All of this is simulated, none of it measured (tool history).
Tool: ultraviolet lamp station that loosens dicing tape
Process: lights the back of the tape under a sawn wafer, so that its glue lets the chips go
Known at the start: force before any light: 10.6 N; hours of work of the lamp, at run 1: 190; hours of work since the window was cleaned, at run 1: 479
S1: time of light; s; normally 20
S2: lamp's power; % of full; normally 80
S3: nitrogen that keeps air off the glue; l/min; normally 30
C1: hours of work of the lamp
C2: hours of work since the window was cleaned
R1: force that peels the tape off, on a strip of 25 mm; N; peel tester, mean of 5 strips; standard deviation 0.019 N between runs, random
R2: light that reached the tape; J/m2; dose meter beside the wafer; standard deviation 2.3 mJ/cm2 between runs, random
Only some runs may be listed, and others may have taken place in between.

| run | hour | S1 | S2 | S3 | C1 | C2 | R1 | R2 |
|---|---|---|---|---|---|---|---|---|
| 1 | 0.0 | 20 | 80 | 30 | 190 | 479 | 1.196 | 2040 |
| 2 | 17.1 | 31 | 80 | 30 | 197 | 486 | 0.435 | 3190 |
| 3 | 32.7 | 31 | 80 | 30 | 204 | 492 | 0.440 | 3170 |
| 4 | 44.3 | 31 | 80 | 30 | 209 | 497 | 0.459 | 3180 |
| 5 | 53.3 | 15 | 80 | 30 | 212 | 501 | 2.102 | 1540 |
| 6 | 71.6 | 20 | 80 | 30 | 220 | 509 | 1.256 | 2010 |
| 7 | 84.1 | 20 | 80 | 30 | 225 | 514 | 1.262 | 1990 |
| 8 | 100.4 | 20 | 100 | 30 | 232 | 520 | 0.778 | 2490 |
| 9 | 112.6 | 20 | 100 | 30 | 237 | 525 | 0.781 | 2510 |
| 10 | 122.1 | 20 | 100 | 30 | 241 | 529 | 0.780 | 2520 |
| 11 | 132.0 | 20 | 80 | 30 | 245 | 534 | 1.261 | 1990 |
| 12 | 144.0 | 20 | 80 | 30 | 250 | 538 | 1.247 | 2020 |
| 13 | 157.2 | 20 | 80 | 30 | 255 | 544 | 1.284 | 1980 |
| 14 | 166.9 | 20 | 80 | 30 | 259 | 548 | 1.293 | 1990 |
| 15 | 175.6 | 20 | 80 | 30 | 263 | 552 | 1.281 | 1990 |
| 16 | 190.6 | 20 | 80 | 30 | 269 | 558 | 1.328 | 1990 |
| 17 | 209.0 | 20 | 80 | 30 | 277 | 565 | 1.299 | 1960 |
| 18 | 221.2 | 20 | 80 | 30 | 282 | 570 | 1.323 | 2000 |
| 19 | 229.2 | 20 | 62 | 30 | 285 | 574 | 2.093 | 1540 |
| 20 | 244.0 | 20 | 62 | 25 | 291 | 580 | 2.217 | 1500 |
| 21 | 256.5 | 20 | 62 | 25 | 297 | 585 | 2.299 | 1520 |
|  | 262.2 | window cleaned of glue's vapour |
| 22 | 266.1 | 20 | 80 | 30 | 300 | 2 | 1.092 | 2140 |
| 23 | 281.7 | 20 | 80 | 30 | 307 | 8 | 1.114 | 2160 |
| 24 | 295.6 | 20 | 66 | 35 | 313 | 14 | 1.478 | 1720 |
| 25 | 310.7 | 13 | 67 | 24 | 319 | 20 | 3.073 | 1170 |
| 26 | 323.7 | 13 | 67 | 41 | 324 | 25 | 2.599 | 1160 |
| 27 | 337.4 | 16 | 97 | 30 | 330 | 31 | 1.223 | 2040 |
| 28 | 347.0 | 36 | 87 | 30 | 334 | 35 | 0.258 | 4140 |
| 29 | 363.1 | 39 | 80 | 30 | 340 | 42 | 0.260 | 4130 |
| 30 | 372.7 | 39 | 80 | 30 | 344 | 46 | 0.262 | 4100 |
| 31 | 383.7 | 26 | 80 | 30 | 349 | 50 | 0.653 | 2710 |
| 32 | 402.2 | 18 | 63 | 28 | 357 | 58 | 2.293 | 1500 |
| 33 | 417.4 | 18 | 63 | 28 | 363 | 64 | 2.242 | 1490 |
| 34 | 432.2 | 18 | 63 | 28 | 369 | 70 | 2.250 | 1470 |
| 35 | 443.2 | 38 | 77 | 10 | 374 | 75 | 0.753 | 3760 |
| 36 | 451.1 | 38 | 77 | 10 | 377 | 78 | 0.706 | 3790 |
| 37 | 462.4 | 11 | 80 | 20 | 382 | 83 | 3.665 | 1120 |
| 38 | 472.8 | 33 | 79 | 20 | 386 | 87 | 0.540 | 3330 |
| 39 | 486.5 | 20 | 88 | 27 | 392 | 93 | 1.031 | 2270 |
| 40 | 498.8 | 20 | 88 | 27 | 397 | 98 | 1.080 | 2260 |
| 41 | 514.6 | 11 | 80 | 16 | 403 | 105 | 3.984 | 1100 |
| 42 | 531.3 | 20 | 64 | 30 | 410 | 111 | 1.894 | 1650 |
| 43 | 540.9 | 29 | 80 | 26 | 414 | 115 | 0.585 | 2980 |
| 44 | 549.8 | 29 | 80 | 26 | 418 | 119 | 0.616 | 2970 |

Entry by entry between the runs, the difference in hidden state between the last listed run before and the first listed run after:
Logged between run 21 and run 22: window cleaned of glue's vapour (hour 262.2)
  lamp's light, % of a new lamp's: 90.7 -> 90.6; light that the window lets through, % of a clean one's: 91.1 -> 99.9
  the result without the hidden state subtracted from the measured one, R1: +0.614 -> +0.211 N; R2: -320 -> -220 J/m2
